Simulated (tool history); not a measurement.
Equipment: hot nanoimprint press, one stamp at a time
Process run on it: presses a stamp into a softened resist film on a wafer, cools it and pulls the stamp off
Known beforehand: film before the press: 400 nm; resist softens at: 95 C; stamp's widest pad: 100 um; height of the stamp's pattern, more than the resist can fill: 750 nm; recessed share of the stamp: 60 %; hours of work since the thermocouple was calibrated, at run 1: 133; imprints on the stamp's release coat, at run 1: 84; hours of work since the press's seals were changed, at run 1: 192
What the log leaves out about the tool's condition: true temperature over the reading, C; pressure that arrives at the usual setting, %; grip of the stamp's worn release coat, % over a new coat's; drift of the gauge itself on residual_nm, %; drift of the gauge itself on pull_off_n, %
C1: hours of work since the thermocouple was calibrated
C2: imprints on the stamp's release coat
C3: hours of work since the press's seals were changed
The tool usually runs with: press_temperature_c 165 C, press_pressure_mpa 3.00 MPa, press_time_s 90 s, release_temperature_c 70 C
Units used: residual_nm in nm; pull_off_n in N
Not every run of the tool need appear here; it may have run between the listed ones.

run 1 hour=0.0 | press_temperature_c=165 press_pressure_mpa=3.00 press_time_s=90 release_temperature_c=70 | C1=133 C2=84 C3=192 | residual_nm=217.7 pull_off_n=114
run 2 hour=11.7 | press_temperature_c=165 press_pressure_mpa=3.00 press_time_s=90 release_temperature_c=70 | C1=138 C2=101 C3=198 | residual_nm=218.9 pull_off_n=123
run 3 hour=20.9 | press_temperature_c=165 press_pressure_mpa=3.00 press_time_s=90 release_temperature_c=70 | C1=143 C2=114 C3=202 | residual_nm=218.9 pull_off_n=122
run 4 hour=33.7 | press_temperature_c=165 press_pressure_mpa=3.00 press_time_s=90 release_temperature_c=70 | C1=148 C2=133 C3=207 | residual_nm=219.1 pull_off_n=123
run 5 hour=48.2 | press_temperature_c=165 press_pressure_mpa=3.00 press_time_s=90 release_temperature_c=70 | C1=155 C2=154 C3=214 | residual_nm=219.5 pull_off_n=125
run 6 hour=56.1 | press_temperature_c=165 press_pressure_mpa=3.00 press_time_s=90 release_temperature_c=56 | C1=158 C2=166 C3=217 | residual_nm=218.0 pull_off_n=138
run 7 hour=63.4 | press_temperature_c=165 press_pressure_mpa=3.89 press_time_s=90 release_temperature_c=70 | C1=162 C2=176 C3=221 | residual_nm=200.9 pull_off_n=122
run 8 hour=73.9 | press_temperature_c=173 press_pressure_mpa=3.89 press_time_s=90 release_temperature_c=70 | C1=166 C2=192 C3=225 | residual_nm=129.1 pull_off_n=124
run 9 hour=90.0 | press_temperature_c=173 press_pressure_mpa=3.89 press_time_s=90 release_temperature_c=70 | C1=174 C2=215 C3=233 | residual_nm=128.1 pull_off_n=128
run 10 hour=99.1 | press_temperature_c=173 press_pressure_mpa=4.11 press_time_s=90 release_temperature_c=70 | C1=178 C2=229 C3=237 | residual_nm=126.9 pull_off_n=124
run 11 hour=112.7 | press_temperature_c=173 press_pressure_mpa=4.11 press_time_s=90 release_temperature_c=70 | C1=184 C2=249 C3=243 | residual_nm=125.0 pull_off_n=129
run 12 hour=126.4 | press_temperature_c=173 press_pressure_mpa=2.30 press_time_s=90 release_temperature_c=70 | C1=190 C2=268 C3=249 | residual_nm=161.8 pull_off_n=124
run 13 hour=136.8 | press_temperature_c=173 press_pressure_mpa=2.30 press_time_s=90 release_temperature_c=70 | C1=194 C2=284 C3=254 | residual_nm=160.5 pull_off_n=124
run 14 hour=146.4 | press_temperature_c=173 press_pressure_mpa=2.30 press_time_s=90 release_temperature_c=70 | C1=199 C2=298 C3=258 | residual_nm=162.2 pull_off_n=126
run 15 hour=162.2 | press_temperature_c=173 press_pressure_mpa=2.30 press_time_s=90 release_temperature_c=70 | C1=206 C2=321 C3=265 | residual_nm=161.5 pull_off_n=131
run 16 hour=169.9 | press_temperature_c=173 press_pressure_mpa=2.30 press_time_s=90 release_temperature_c=70 | C1=209 C2=332 C3=268 | residual_nm=161.2 pull_off_n=129
run 17 hour=181.2 | press_temperature_c=173 press_pressure_mpa=2.55 press_time_s=90 release_temperature_c=70 | C1=214 C2=349 C3=274 | residual_nm=154.8 pull_off_n=127
run 18 hour=196.3 | press_temperature_c=173 press_pressure_mpa=4.07 press_time_s=90 release_temperature_c=64 | C1=221 C2=371 C3=280 | residual_nm=125.6 pull_off_n=142
run 19 hour=204.4 | press_temperature_c=165 press_pressure_mpa=3.87 press_time_s=90 release_temperature_c=70 | C1=225 C2=383 C3=284 | residual_nm=199.2 pull_off_n=124
run 20 hour=211.8 | press_temperature_c=165 press_pressure_mpa=3.87 press_time_s=90 release_temperature_c=70 | C1=228 C2=393 C3=287 | residual_nm=196.7 pull_off_n=133
run 21 hour=225.8 | press_temperature_c=165 press_pressure_mpa=3.74 press_time_s=51 release_temperature_c=70 | C1=234 C2=414 C3=294 | residual_nm=242.7 pull_off_n=134
run 22 hour=238.3 | press_temperature_c=173 press_pressure_mpa=3.30 press_time_s=130 release_temperature_c=57 | C1=240 C2=432 C3=299 | residual_nm=116.6 pull_off_n=155
run 23 hour=248.7 | press_temperature_c=173 press_pressure_mpa=3.30 press_time_s=130 release_temperature_c=57 | C1=245 C2=447 C3=304 | residual_nm=116.0 pull_off_n=153
run 24 hour=255.6 | press_temperature_c=173 press_pressure_mpa=3.30 press_time_s=166 release_temperature_c=76 | C1=248 C2=457 C3=307 | residual_nm=104.0 pull_off_n=130
-- hour=265.8 plate thermocouple calibrated
run 25 hour=272.1 | press_temperature_c=160 press_pressure_mpa=2.37 press_time_s=47 release_temperature_c=72 | C1=3 C2=477 C3=313 | residual_nm=330.6 pull_off_n=137
run 26 hour=281.6 | press_temperature_c=160 press_pressure_mpa=2.37 press_time_s=166 release_temperature_c=58 | C1=7 C2=491 C3=317 | residual_nm=247.3 pull_off_n=158
run 27 hour=293.4 | press_temperature_c=160 press_pressure_mpa=3.21 press_time_s=166 release_temperature_c=58 | C1=12 C2=508 C3=323 | residual_nm=224.2 pull_off_n=156
run 28 hour=309.5 | press_temperature_c=160 press_pressure_mpa=3.21 press_time_s=158 release_temperature_c=58 | C1=20 C2=532 C3=330 | residual_nm=228.7 pull_off_n=159
run 29 hour=316.4 | press_temperature_c=160 press_pressure_mpa=2.33 press_time_s=158 release_temperature_c=58 | C1=23 C2=542 C3=333 | residual_nm=252.7 pull_off_n=159
-- hour=326.6 stamp cleaned and given a new release coat
run 30 hour=338.4 | press_temperature_c=160 press_pressure_mpa=2.33 press_time_s=158 release_temperature_c=58 | C1=30 C2=17 C3=340 | residual_nm=253.4 pull_off_n=130

Consider 4 possible next runs. They are alternatives, not a sequence: every one starts from the tool as it was left by run 30. What does each give?
run A hour=346.1 | press_temperature_c=165 press_pressure_mpa=2.33 press_time_s=158 release_temperature_c=60 | C1=33 C2=29 C3=343 | residual_nm=? pull_off_n=?
run B hour=346.1 | press_temperature_c=165 press_pressure_mpa=1.92 press_time_s=90 release_temperature_c=70 | C1=33 C2=29 C3=343 | residual_nm=? pull_off_n=?
run C hour=346.1 | press_temperature_c=160 press_pressure_mpa=4.45 press_time_s=150 release_temperature_c=77 | C1=33 C2=29 C3=343 | residual_nm=? pull_off_n=?
run D hour=346.1 | press_temperature_c=160 press_pressure_mpa=2.33 press_time_s=158 release_temperature_c=71 | C1=33 C2=29 C3=343 | residual_nm=? pull_off_n=?

run=A residual_nm=198.9 pull_off_n=130
run=B residual_nm=254.9 pull_off_n=113
run=C residual_nm=208.5 pull_off_n=110
run=D residual_nm=251.8 pull_off_n=116
Had the tool no hidden state, the same runs would have come out as:
run=A residual_nm=198.7 pull_off_n=129
run=B residual_nm=255.1 pull_off_n=112
run=C residual_nm=206.8 pull_off_n=109
run=D residual_nm=251.7 pull_off_n=115

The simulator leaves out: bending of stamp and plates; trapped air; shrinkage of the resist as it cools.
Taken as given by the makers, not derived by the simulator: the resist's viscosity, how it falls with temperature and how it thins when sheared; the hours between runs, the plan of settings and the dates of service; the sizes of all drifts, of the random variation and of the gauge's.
